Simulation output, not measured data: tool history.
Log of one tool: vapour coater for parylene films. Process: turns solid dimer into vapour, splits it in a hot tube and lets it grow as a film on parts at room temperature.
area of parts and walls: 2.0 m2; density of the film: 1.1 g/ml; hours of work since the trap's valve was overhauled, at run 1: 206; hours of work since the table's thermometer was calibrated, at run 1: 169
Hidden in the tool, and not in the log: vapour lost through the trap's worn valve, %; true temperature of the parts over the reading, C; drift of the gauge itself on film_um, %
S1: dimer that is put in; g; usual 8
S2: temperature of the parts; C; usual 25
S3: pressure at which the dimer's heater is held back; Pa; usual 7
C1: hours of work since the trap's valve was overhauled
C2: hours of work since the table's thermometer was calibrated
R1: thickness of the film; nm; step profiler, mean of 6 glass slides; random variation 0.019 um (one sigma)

run	hour	S1	S2	S3	C1	C2	R1
1	0	8	25	7	206	169	2160
2	12.1	8	25	3.76	212	175	2450
3	27.1	5	25	7	220	183	1340
4	44.1	5	25	7	229	192	1340
5	54.4	5	25	7	234	197	1330
6	63.6	5	25	7	239	202	1350
7	81.7	8	25	7	248	211	2130
8	92.8	8	25	2.03	254	217	2790
9	111	8	25	2.03	264	227	2800
10	120.5	8	25	7	269	232	2160
11	134.4	8	25	7	276	239	2120
12	146.9	8	25	7	282	245	2130
13	162.6	8	25	7	290	254	2140
14	178.1	8	24	7	299	262	2190
15	195.2	4	25	7	307	271	1070
16	207.6	8	25	7	314	277	2080
17	219.1	8	25	7	320	283	2110
18	235.2	8	25	7	328	292	2110
19	245.2	8	25	7	334	297	2090
20	260.1	3	25	7	341	305	760
# hour 275.2: trap's valve overhauled
21	278.4	6	35	2.5	2	312	1610
22	296.9	6	35	2.5	11	322	1620
23	314.4	3	18	4.97	20	331	1090
24	322.9	4	18	4.97	25	335	1450
25	338	4	25	7	33	343	1130
26	346.6	4	25	7	37	348	1110
27	356.3	3	25	3.96	42	353	960
28	368.9	3	25	3.96	49	359	960
29	377.6	12	25	7.89	53	364	3240
30	388.7	4	25	9.28	59	370	1040
31	401.9	9	22	8.14	66	376	2620
32	415.6	3	23	2.29	73	384	1130

Hidden state or all else? Some run-to-run changes of R1, split into what the settings, what came in and random variation would give without the hidden state, and what is left for the hidden state (with any gauge scatter that isn't in both results):
Run 14 -> 15: S1 8 -> 4, S2 24 -> 25. R1 -1120 nm: hidden state +80, all else -1200.
Run 15 -> 16: S1 4 -> 8. R1 +1010 nm: hidden state -90, all else +1100.
Run 19 -> 20: S1 8 -> 3. R1 -1330 nm: hidden state +100, all else -1430.
Run 28 -> 29: S1 3 -> 12, S3 3.96 -> 7.89. R1 +2280 nm: hidden state -40, all else +2320.
Run 29 -> 30: S1 12 -> 4, S3 7.89 -> 9.28. R1 -2200 nm: hidden state +40, all else -2240.
Run 30 -> 31: S1 4 -> 9, S2 25 -> 22, S3 9.28 -> 8.14. R1 +1580 nm: hidden state -40, all else +1620.
